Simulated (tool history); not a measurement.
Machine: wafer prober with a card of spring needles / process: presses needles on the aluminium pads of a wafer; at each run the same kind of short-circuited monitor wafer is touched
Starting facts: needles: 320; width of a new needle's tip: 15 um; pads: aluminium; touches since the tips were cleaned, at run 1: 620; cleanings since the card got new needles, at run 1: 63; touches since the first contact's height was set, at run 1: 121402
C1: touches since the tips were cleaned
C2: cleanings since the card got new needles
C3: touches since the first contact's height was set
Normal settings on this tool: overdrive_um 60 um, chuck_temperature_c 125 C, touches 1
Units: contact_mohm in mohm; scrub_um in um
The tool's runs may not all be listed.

Run 1, day 0.000: usual settings; C1 620; C2 63; C3 121402. Result: contact_mohm 210 mohm, scrub_um 9.02 um.
At day 0.217: tips cleaned on abrasive film.
At day 0.562: tips cleaned on abrasive film.
At day 0.912: tips cleaned on abrasive film.
Run 2, day 1.188: usual settings; C1 1619; C2 66; C3 128324. Result: contact_mohm 263 mohm, scrub_um 8.95 um.
At day 1.258: tips cleaned on abrasive film.
At day 1.617: tips cleaned on abrasive film.
At day 1.962: tips cleaned on abrasive film.
Run 3, day 2.038: usual settings; C1 445; C2 69; C3 133248. Result: contact_mohm 202 mohm, scrub_um 8.97 um.
At day 2.254: tips cleaned on abrasive film.
At day 2.608: tips cleaned on abrasive film.
Run 4, day 2.708: usual settings; C1 596; C2 71; C3 137159. Result: contact_mohm 210 mohm, scrub_um 8.89 um.
At day 2.925: tips cleaned on abrasive film.
At day 3.275: tips cleaned on abrasive film.
At day 3.633: tips cleaned on abrasive film.
At day 3.988: tips cleaned on abrasive film.
Run 5, day 4.208: usual settings; C1 1286; C2 75; C3 145869. Result: contact_mohm 250 mohm, scrub_um 8.74 um.
At day 4.283: tips cleaned on abrasive film.
At day 4.633: tips cleaned on abrasive film.
At day 4.979: tips cleaned on abrasive film.
At day 5.338: tips cleaned on abrasive film.
Run 6, day 5.550: usual settings; C1 1240; C2 79; C3 153667. Result: contact_mohm 251 mohm, scrub_um 8.72 um.
At day 5.696: tips cleaned on abrasive film.
At day 6.050: tips cleaned on abrasive film.
At day 6.392: tips cleaned on abrasive film.
At day 6.679: tips cleaned on abrasive film.
Run 7, day 6.846: usual settings; C1 997; C2 83; C3 161214. Result: contact_mohm 241 mohm, scrub_um 8.65 um.
At day 6.992: tips cleaned on abrasive film.
At day 7.279: tips cleaned on abrasive film.
Run 8, day 7.450: usual settings; C1 1018; C2 85; C3 164723. Result: contact_mohm 250 mohm, scrub_um 8.55 um.
At day 7.596: tips cleaned on abrasive film.
At day 7.883: tips cleaned on abrasive film.
At day 8.108: height of the first contact set anew.
At day 8.250: tips cleaned on abrasive film.
At day 8.600: tips cleaned on abrasive film.
Run 9, day 8.600: usual settings but touches 3; C1 0; C2 89; C3 2855. Result: contact_mohm 157 mohm, scrub_um 8.21 um.
At day 8.946: tips cleaned on abrasive film.
At day 9.233: tips cleaned on abrasive film.
At day 9.592: tips cleaned on abrasive film.
At day 9.929: tips cleaned on abrasive film.
Run 10, day 9.929: usual settings but touches 3; C1 0; C2 93; C3 10570. Result: contact_mohm 158 mohm, scrub_um 8.14 um.
At day 10.283: tips cleaned on abrasive film.
At day 10.638: tips cleaned on abrasive film.
Run 11, day 10.692: usual settings; C1 327; C2 95; C3 15019. Result: contact_mohm 202 mohm, scrub_um 8.10 um.
At day 10.979: tips cleaned on abrasive film.
At day 11.325: tips cleaned on abrasive film.
At day 11.683: tips cleaned on abrasive film.
Run 12, day 11.808: usual settings; C1 735; C2 98; C3 21512. Result: contact_mohm 253 mohm, scrub_um 7.95 um.
At day 12.021: tips cleaned on abrasive film.
At day 12.379: tips cleaned on abrasive film.
At day 12.725: tips cleaned on abrasive film.
At day 13.033: tips cleaned on abrasive film.
Run 13, day 13.033: usual settings; C1 0; C2 102; C3 28622. Result: contact_mohm 174 mohm, scrub_um 8.03 um.
At day 13.388: tips cleaned on abrasive film.
At day 13.675: tips cleaned on abrasive film.
Run 14, day 13.683: usual settings but chuck_temperature_c 103 C; C1 50; C2 104; C3 32408. Result: contact_mohm 171 mohm, scrub_um 7.99 um.
At day 13.967: tips cleaned on abrasive film.
At day 14.283: tips cleaned on abrasive film.
Run 15, day 14.283: usual settings but overdrive_um 63 um; C1 0; C2 106; C3 35900. Result: contact_mohm 170 mohm, scrub_um 8.43 um.
At day 14.508: height of the first contact set anew, once more.
At day 14.646: tips cleaned on abrasive film.
At day 14.929: tips cleaned on abrasive film.
At day 15.275: tips cleaned on abrasive film.
Run 16, day 15.479: usual settings but overdrive_um 52 um; C1 1209; C2 109; C3 5645. Result: contact_mohm 272 mohm, scrub_um 8.39 um.
At day 15.612: tips cleaned on abrasive film.
At day 15.962: tips cleaned on abrasive film.
At day 16.317: tips cleaned on abrasive film.
At day 16.662: tips cleaned on abrasive film.
At day 16.950: tips cleaned on abrasive film.
Run 17, day 16.950: usual settings but overdrive_um 52 um; C1 0; C2 114; C3 14184. Result: contact_mohm 174 mohm, scrub_um 8.51 um.
At day 17.238: tips cleaned on abrasive film.
At day 17.596: tips cleaned on abrasive film.
At day 17.946: tips cleaned on abrasive film.
Run 18, day 18.017: usual settings but overdrive_um 75 um; C1 419; C2 117; C3 20377. Result: contact_mohm 172 mohm, scrub_um 11.95 um.
At day 18.296: tips cleaned on abrasive film.
At day 18.646: tips cleaned on abrasive film.
At day 18.933: tips cleaned on abrasive film.
At day 19.288: tips cleaned on abrasive film.
Run 19, day 19.375: usual settings but chuck_temperature_c 28 C, touches 2; C1 528; C2 121; C3 28287. Result: contact_mohm 180 mohm, scrub_um 9.65 um.
At day 19.592: tips cleaned on abrasive film.
At day 19.946: tips cleaned on abrasive film.
At day 20.229: tips cleaned on abrasive film.
Run 20, day 20.408: usual settings but overdrive_um 54 um, chuck_temperature_c 38 C; C1 1031; C2 124; C3 34276. Result: contact_mohm 274 mohm, scrub_um 8.59 um.
At day 20.550: tips cleaned on abrasive film.
At day 20.908: tips cleaned on abrasive film.
At day 21.258: tips cleaned on abrasive film.
Run 21, day 21.400: usual settings but overdrive_um 79 um, chuck_temperature_c 100 C, touches 3; C1 814; C2 127; C3 40043. Result: contact_mohm 163 mohm, scrub_um 12.60 um.
At day 21.612: tips cleaned on abrasive film.
At day 21.971: tips cleaned on abrasive film.
At day 22.321: tips cleaned on abrasive film.
Run 22, day 22.571: usual settings but overdrive_um 78 um, chuck_temperature_c 54 C; C1 1473; C2 130; C3 46867. Result: contact_mohm 215 mohm, scrub_um 12.33 um.
At day 22.646: tips cleaned on abrasive film.
At day 22.929: tips cleaned on abrasive film.
At day 23.275: tips cleaned on abrasive film.
At day 23.562: tips cleaned on abrasive film.
At day 23.900: tips cleaned on abrasive film.
Run 23, day 24.046: usual settings but overdrive_um 78 um, chuck_temperature_c 54 C; C1 850; C2 135; C3 55432. Result: contact_mohm 200 mohm, scrub_um 12.39 um.
At day 24.192: tips cleaned on abrasive film.
At day 24.546: tips cleaned on abrasive film.
At day 24.900: tips cleaned on abrasive film.
Run 24, day 25.167: usual settings but overdrive_um 78 um; C1 1565; C2 138; C3 61942. Result: contact_mohm 221 mohm, scrub_um 12.19 um.
At day 25.238: tips cleaned on abrasive film.
At day 25.588: tips cleaned on abrasive film.
At day 25.942: tips cleaned on abrasive film.
At day 26.296: tips cleaned on abrasive film.
Run 25, day 26.529: usual settings but overdrive_um 78 um; C1 1380; C2 142; C3 69886. Result: contact_mohm 218 mohm, scrub_um 12.24 um.
At day 26.604: tips cleaned on abrasive film.
At day 26.962: tips cleaned on abrasive film.
At day 27.317: tips cleaned on abrasive film.
At day 27.671: tips cleaned on abrasive film.
At day 27.983: tips cleaned on abrasive film.
Run 26, day 27.983: usual settings; C1 0; C2 147; C3 78319. Result: contact_mohm 157 mohm, scrub_um 9.20 um.

Here are 3 independent what-if runs from the current tool condition. What would each one return?
At day 28.333: tips cleaned on abrasive film.
At day 28.683: tips cleaned on abrasive film.
At day 29.042: tips cleaned on abrasive film.
Run A, day 29.262: usual settings but overdrive_um 75 um, chuck_temperature_c 43 C; C1 1301; C2 150; C3 85759. Result: contact_mohm ?, scrub_um ?.
At day 28.333: tips cleaned on abrasive film.
At day 28.683: tips cleaned on abrasive film.
At day 29.042: tips cleaned on abrasive film.
Run B, day 29.262: usual settings but overdrive_um 53 um, chuck_temperature_c 37 C; C1 1301; C2 150; C3 85759. Result: contact_mohm ?, scrub_um ?.
At day 28.333: tips cleaned on abrasive film.
At day 28.683: tips cleaned on abrasive film.
At day 29.042: tips cleaned on abrasive film.
Run C, day 29.262: usual settings but overdrive_um 56 um, touches 3; C1 1301; C2 150; C3 85759. Result: contact_mohm ?, scrub_um ?.

run  contact_mohm  scrub_um
  A           220     11.69
  B           311      8.11
  C           205      8.61
Had the tool no hidden state, the same runs would have come out as:
run  contact_mohm  scrub_um
  A           130     12.22
  B           134      8.63
  C           151      9.13
